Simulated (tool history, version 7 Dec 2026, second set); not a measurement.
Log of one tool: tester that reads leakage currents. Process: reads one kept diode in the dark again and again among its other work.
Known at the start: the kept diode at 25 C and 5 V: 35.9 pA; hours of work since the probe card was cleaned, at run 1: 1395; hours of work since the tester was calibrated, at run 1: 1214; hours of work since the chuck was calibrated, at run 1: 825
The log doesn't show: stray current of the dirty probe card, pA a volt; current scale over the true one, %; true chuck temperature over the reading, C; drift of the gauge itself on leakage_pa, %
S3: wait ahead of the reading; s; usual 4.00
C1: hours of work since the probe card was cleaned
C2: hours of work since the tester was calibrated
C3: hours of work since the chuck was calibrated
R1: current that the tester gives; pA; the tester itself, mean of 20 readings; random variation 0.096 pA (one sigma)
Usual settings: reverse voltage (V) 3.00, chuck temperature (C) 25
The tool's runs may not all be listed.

{"run": 1, "hour": 0.0, "reverse voltage (V)": 3.0, "chuck temperature (C)": 25, "S3": 4.0, "C1": 1395, "C2": 1214, "C3": 825, "R1": 33.47}
{"run": 2, "hour": 170.4, "reverse voltage (V)": 3.0, "chuck temperature (C)": 25, "S3": 4.0, "C1": 1502, "C2": 1321, "C3": 932, "R1": 33.8}
{"run": 3, "hour": 289.1, "reverse voltage (V)": 3.0, "chuck temperature (C)": 25, "S3": 4.0, "C1": 1577, "C2": 1396, "C3": 1006, "R1": 34.21}
{"hour": 414.7, "done": "probe card cleaned and baked"}
{"run": 4, "hour": 499.4, "reverse voltage (V)": 3.0, "chuck temperature (C)": 25, "S3": 2.09, "C1": 53, "C2": 1526, "C3": 1137, "R1": 30.55}
{"run": 5, "hour": 594.4, "reverse voltage (V)": 3.0, "chuck temperature (C)": 25, "S3": 2.09, "C1": 113, "C2": 1586, "C3": 1196, "R1": 30.73}
{"run": 6, "hour": 793.2, "reverse voltage (V)": 12.27, "chuck temperature (C)": 25, "S3": 4.0, "C1": 238, "C2": 1711, "C3": 1321, "R1": 67.59}
{"run": 7, "hour": 893.0, "reverse voltage (V)": 12.27, "chuck temperature (C)": 25, "S3": 4.0, "C1": 300, "C2": 1773, "C3": 1384, "R1": 68.85}
{"hour": 913.6, "done": "chuck's temperature calibrated"}
{"run": 8, "hour": 1018.6, "reverse voltage (V)": 12.27, "chuck temperature (C)": 25, "S3": 4.0, "C1": 378, "C2": 1851, "C3": 66, "R1": 74.64}
{"run": 9, "hour": 1118.3, "reverse voltage (V)": 8.54, "chuck temperature (C)": 25, "S3": 4.0, "C1": 441, "C2": 1913, "C3": 129, "R1": 61.26}
{"run": 10, "hour": 1312.4, "reverse voltage (V)": 13.02, "chuck temperature (C)": 46, "S3": 7.47, "C1": 562, "C2": 2035, "C3": 250, "R1": 303.87}
{"run": 11, "hour": 1399.4, "reverse voltage (V)": 9.6, "chuck temperature (C)": 25, "S3": 2.03, "C1": 617, "C2": 2090, "C3": 305, "R1": 68.8}
{"run": 12, "hour": 1495.8, "reverse voltage (V)": 9.6, "chuck temperature (C)": 25, "S3": 2.03, "C1": 678, "C2": 2151, "C3": 366, "R1": 69.24}
{"run": 13, "hour": 1656.2, "reverse voltage (V)": 9.35, "chuck temperature (C)": 25, "S3": 0.89, "C1": 778, "C2": 2251, "C3": 466, "R1": 69.75}
{"run": 14, "hour": 1755.5, "reverse voltage (V)": 9.35, "chuck temperature (C)": 25, "S3": 0.89, "C1": 841, "C2": 2314, "C3": 529, "R1": 70.56}
{"hour": 1790.3, "done": "chuck's temperature calibrated, once more"}
{"run": 15, "hour": 1959.0, "reverse voltage (V)": 9.35, "chuck temperature (C)": 25, "S3": 0.89, "C1": 967, "C2": 2440, "C3": 106, "R1": 59.58}

Forecast run 16:
{"run": 16, "hour": 2117.0, "reverse voltage (V)": 2.11, "chuck temperature (C)": 44, "S3": 4.0, "C1": 1066, "C2": 2539, "C3": 205, "R1": "?"}

R1: 87.25 pA
Without the tool's hidden state the same run would have given R1 82.75 pA.

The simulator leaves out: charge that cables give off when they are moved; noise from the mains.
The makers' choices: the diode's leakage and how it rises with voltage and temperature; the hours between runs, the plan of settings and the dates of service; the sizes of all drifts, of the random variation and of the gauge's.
